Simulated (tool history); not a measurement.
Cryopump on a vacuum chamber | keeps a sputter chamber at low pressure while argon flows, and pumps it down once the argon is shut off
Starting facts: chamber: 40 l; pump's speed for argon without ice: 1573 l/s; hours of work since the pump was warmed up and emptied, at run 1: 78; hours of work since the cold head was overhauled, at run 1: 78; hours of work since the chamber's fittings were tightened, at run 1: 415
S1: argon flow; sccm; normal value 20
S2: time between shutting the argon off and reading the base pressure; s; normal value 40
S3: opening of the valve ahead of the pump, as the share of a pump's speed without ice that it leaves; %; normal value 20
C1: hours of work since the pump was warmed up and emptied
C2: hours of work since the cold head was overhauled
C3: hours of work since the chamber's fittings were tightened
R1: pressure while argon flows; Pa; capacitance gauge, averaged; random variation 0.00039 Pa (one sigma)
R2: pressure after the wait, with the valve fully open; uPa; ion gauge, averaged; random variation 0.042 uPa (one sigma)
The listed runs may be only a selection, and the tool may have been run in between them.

run 1 hour=0.0 | S1=20 S2=40 S3=20 | C1=78 C2=78 C3=415 | R1=0.1077 R2=2.78
run 2 hour=44.3 | S1=20 S2=40 S3=20 | C1=115 C2=115 C3=453 | R1=0.1079 R2=2.86
run 3 hour=78.3 | S1=17 S2=40 S3=20 | C1=144 C2=144 C3=481 | R1=0.0927 R2=2.76
run 4 hour=126.7 | S1=17 S2=40 S3=45 | C1=185 C2=185 C3=522 | R1=0.0418 R2=2.89
run 5 hour=157.4 | S1=17 S2=40 S3=45 | C1=211 C2=211 C3=548 | R1=0.0417 R2=2.88
run 6 hour=180.8 | S1=17 S2=40 S3=45 | C1=230 C2=230 C3=568 | R1=0.0418 R2=2.95
run 7 hour=201.1 | S1=20 S2=40 S3=20 | C1=248 C2=248 C3=585 | R1=0.1089 R2=2.92
run 8 hour=225.7 | S1=17 S2=40 S3=20 | C1=268 C2=268 C3=606 | R1=0.0919 R2=3.01
run 9 hour=257.9 | S1=20 S2=40 S3=27 | C1=296 C2=296 C3=633 | R1=0.0811 R2=3.00
run 10 hour=285.7 | S1=22 S2=40 S3=20 | C1=319 C2=319 C3=657 | R1=0.1202 R2=3.08
run 11 hour=334.2 | S1=22 S2=40 S3=20 | C1=360 C2=360 C3=698 | R1=0.1202 R2=3.08
run 12 hour=379.1 | S1=13 S2=40 S3=53 | C1=398 C2=398 C3=736 | R1=0.0280 R2=3.15
run 13 hour=402.9 | S1=20 S2=40 S3=18 | C1=418 C2=418 C3=756 | R1=0.1222 R2=3.14
run 14 hour=423.7 | S1=17 S2=40 S3=18 | C1=436 C2=436 C3=773 | R1=0.1033 R2=3.07
run 15 hour=464.2 | S1=20 S2=83 S3=31 | C1=470 C2=470 C3=808 | R1=0.0720 R2=2.13
run 16 hour=496.3 | S1=9 S2=30 S3=24 | C1=497 C2=497 C3=835 | R1=0.0422 R2=4.08

Run 17 has not been measured yet. What should we expect?
run 17 hour=544.6 | S1=9 S2=30 S3=24 | C1=538 C2=538 C3=876 | R1=? R2=?

{"run 17": {"R1": 0.0417, "R2": 4.09}}
Had the tool carried no hidden state, the very same run would have given R1 0.0403 Pa, R2 3.20 uPa.
